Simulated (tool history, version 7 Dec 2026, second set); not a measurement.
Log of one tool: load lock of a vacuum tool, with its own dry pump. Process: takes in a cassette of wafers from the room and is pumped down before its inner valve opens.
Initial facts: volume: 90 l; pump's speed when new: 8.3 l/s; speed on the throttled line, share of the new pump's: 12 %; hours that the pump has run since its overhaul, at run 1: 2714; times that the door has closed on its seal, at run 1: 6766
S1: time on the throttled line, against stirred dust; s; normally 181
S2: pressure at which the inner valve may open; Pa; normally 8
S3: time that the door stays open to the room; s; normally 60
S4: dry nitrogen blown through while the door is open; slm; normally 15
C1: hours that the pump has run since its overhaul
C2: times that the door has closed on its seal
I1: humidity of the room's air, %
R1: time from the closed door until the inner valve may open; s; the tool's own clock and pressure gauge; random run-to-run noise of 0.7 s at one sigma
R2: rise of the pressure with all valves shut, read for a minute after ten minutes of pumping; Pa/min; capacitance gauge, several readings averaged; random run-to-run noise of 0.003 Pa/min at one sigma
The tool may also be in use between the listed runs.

run 1 hour=0 | S1=181 S2=8 S3=60 S4=15 | C1=2714 C2=6766 | I1=44.2 | R1=263 R2=0.043
run 2 hour=61.2 | S1=195 S2=8 S3=60 S4=15 | C1=2775 C2=7002 | I1=44.8 | R1=275.1 R2=0.033
run 3 hour=186.7 | S1=149 S2=8 S3=60 S4=15 | C1=2900 C2=7488 | I1=46.9 | R1=234.1 R2=0.041
run 4 hour=253 | S1=181 S2=8 S3=60 S4=15 | C1=2967 C2=7745 | I1=44.4 | R1=261.7 R2=0.038
run 5 hour=360.2 | S1=181 S2=8 S3=60 S4=15 | C1=3074 C2=8160 | I1=47.1 | R1=261.8 R2=0.042
run 6 hour=499.9 | S1=181 S2=8 S3=60 S4=15 | C1=3214 C2=8701 | I1=40.8 | R1=263.2 R2=0.038
run 7 hour=576.8 | S1=181 S2=8 S3=60 S4=15 | C1=3291 C2=8998 | I1=45.9 | R1=264.2 R2=0.043
run 8 hour=700.5 | S1=181 S2=8 S3=60 S4=15 | C1=3414 C2=9477 | I1=48.2 | R1=262.6 R2=0.038
run 9 hour=773.8 | S1=181 S2=8 S3=86 S4=15 | C1=3488 C2=9761 | I1=43.4 | R1=263.2 R2=0.041
run 10 hour=892.5 | S1=181 S2=8 S3=60 S4=15 | C1=3606 C2=10220 | I1=47.2 | R1=262.4 R2=0.038
run 11 hour=1021.8 | S1=181 S2=8 S3=60 S4=15 | C1=3736 C2=10721 | I1=45.1 | R1=263.6 R2=0.04
run 12 hour=1154 | S1=181 S2=8 S3=60 S4=15 | C1=3868 C2=11232 | I1=44.5 | R1=264 R2=0.047
run 13 hour=1225.4 | S1=181 S2=8 S3=142 S4=15 | C1=3939 C2=11509 | I1=44.4 | R1=264.2 R2=0.059
run 14 hour=1346.4 | S1=181 S2=8 S3=60 S4=10 | C1=4060 C2=11977 | I1=45.6 | R1=263.2 R2=0.048
run 15 hour=1471.5 | S1=181 S2=8 S3=60 S4=10 | C1=4185 C2=12462 | I1=44.4 | R1=265.5 R2=0.04
run 16 hour=1603.8 | S1=181 S2=8 S3=65 S4=10 | C1=4318 C2=12974 | I1=46.3 | R1=262.7 R2=0.054
run 17 hour=1730.2 | S1=181 S2=8 S3=65 S4=10 | C1=4444 C2=13463 | I1=44.5 | R1=263.7 R2=0.049
run 18 hour=1818.4 | S1=181 S2=8 S3=65 S4=10 | C1=4532 C2=13804 | I1=47.3 | R1=264 R2=0.052
run 19 hour=1900.1 | S1=181 S2=8 S3=65 S4=10 | C1=4614 C2=14121 | I1=45 | R1=264.4 R2=0.045
run 20 hour=2028.9 | S1=127 S2=8 S3=83 S4=15 | C1=4743 C2=14619 | I1=45.9 | R1=216 R2=0.058
run 21 hour=2117.6 | S1=127 S2=8 S3=83 S4=15 | C1=4831 C2=14963 | I1=42.8 | R1=218.2 R2=0.051
run 22 hour=2252.6 | S1=238 S2=7 S3=141 S4=6 | C1=4966 C2=15485 | I1=45.9 | R1=316.5 R2=0.073
run 23 hour=2397.2 | S1=181 S2=8 S3=43 S4=15 | C1=5111 C2=16045 | I1=45.1 | R1=265.1 R2=0.046
run 24 hour=2524.1 | S1=94 S2=9 S3=37 S4=20 | C1=5238 C2=16536 | I1=43 | R1=187.5 R2=0.044
run 25 hour=2631.8 | S1=181 S2=8 S3=223 S4=19 | C1=5346 C2=16953 | I1=43 | R1=265.5 R2=0.07
run 26 hour=2745 | S1=307 S2=8 S3=25 S4=28 | C1=5459 C2=17391 | I1=45.4 | R1=375.8 R2=0.036
run 27 hour=2858.6 | S1=307 S2=8 S3=25 S4=28 | C1=5572 C2=17831 | I1=45.9 | R1=374.4 R2=0.043
run 28 hour=2971.9 | S1=307 S2=8 S3=25 S4=28 | C1=5686 C2=18270 | I1=45.5 | R1=374.8 R2=0.046
run 29 hour=3065.3 | S1=178 S2=13 S3=36 S4=9 | C1=5779 C2=18631 | I1=47 | R1=257.1 R2=0.058
run 30 hour=3208.8 | S1=254 S2=8 S3=170 S4=15 | C1=5923 C2=19186 | I1=45.4 | R1=329.6 R2=0.079
run 31 hour=3277.3 | S1=143 S2=10 S3=170 S4=15 | C1=5991 C2=19452 | I1=47.5 | R1=228.7 R2=0.08
run 32 hour=3413.9 | S1=181 S2=8 S3=60 S4=17 | C1=6128 C2=19981 | I1=42.9 | R1=266.3 R2=0.06
run 33 hour=3518 | S1=214 S2=6 S3=47 S4=11 | C1=6232 C2=20383 | I1=43.4 | R1=297.7 R2=0.056
run 34 hour=3648.3 | S1=112 S2=8 S3=29 S4=15 | C1=6362 C2=20888 | I1=49.2 | R1=205.6 R2=0.051
run 35 hour=3713 | S1=175 S2=16 S3=196 S4=6 | C1=6427 C2=21138 | I1=45.8 | R1=250.9 R2=0.094
run 36 hour=3809.1 | S1=175 S2=16 S3=196 S4=6 | C1=6523 C2=21510 | I1=46.6 | R1=251.9 R2=0.102
run 37 hour=3898.6 | S1=175 S2=16 S3=196 S4=6 | C1=6612 C2=21857 | I1=44.3 | R1=252.2 R2=0.091

Table of differences, measured result less the result of that run with no hidden state. Run-to-run variation is the same in both. Gauge scatter possibly is not:
Hidden state at play: pump's speed, % of a new pump's; leak at the door's seal, Pa l/s; drift of the gauge itself on ready_s, %; drift of the gauge itself on rise_pa_min, %.
run=1 R1=+1.3 R2=+0.008
run=2 R1=+1.3 R2=+0.008
run=3 R1=+1.5 R2=+0.008
run=4 R1=+1.4 R2=+0.009
run=5 R1=+1.5 R2=+0.01
run=6 R1=+1.7 R2=+0.01
run=7 R1=+1.7 R2=+0.011
run=8 R1=+1.8 R2=+0.012
run=9 R1=+1.8 R2=+0.012
run=10 R1=+2 R2=+0.013
run=11 R1=+2.1 R2=+0.014
run=12 R1=+2.1 R2=+0.015
run=13 R1=+2.2 R2=+0.015
run=14 R1=+2.3 R2=+0.016
run=15 R1=+2.4 R2=+0.016
run=16 R1=+2.5 R2=+0.018
run=17 R1=+2.5 R2=+0.018
run=18 R1=+2.7 R2=+0.018
run=19 R1=+2.7 R2=+0.019
run=20 R1=+3 R2=+0.021
run=21 R1=+3.1 R2=+0.022
run=22 R1=+3 R2=+0.022
run=23 R1=+3.1 R2=+0.023
run=24 R1=+3.5 R2=+0.024
run=25 R1=+3.3 R2=+0.024
run=26 R1=+2.9 R2=+0.025
run=27 R1=+3 R2=+0.027
run=28 R1=+3.1 R2=+0.027
run=29 R1=+3.4 R2=+0.028
run=30 R1=+3.6 R2=+0.029
run=31 R1=+3.9 R2=+0.03
run=32 R1=+3.9 R2=+0.031
run=33 R1=+4 R2=+0.032
run=34 R1=+4.5 R2=+0.033
run=35 R1=+3.8 R2=+0.033
run=36 R1=+3.8 R2=+0.034
run=37 R1=+3.9 R2=+0.035
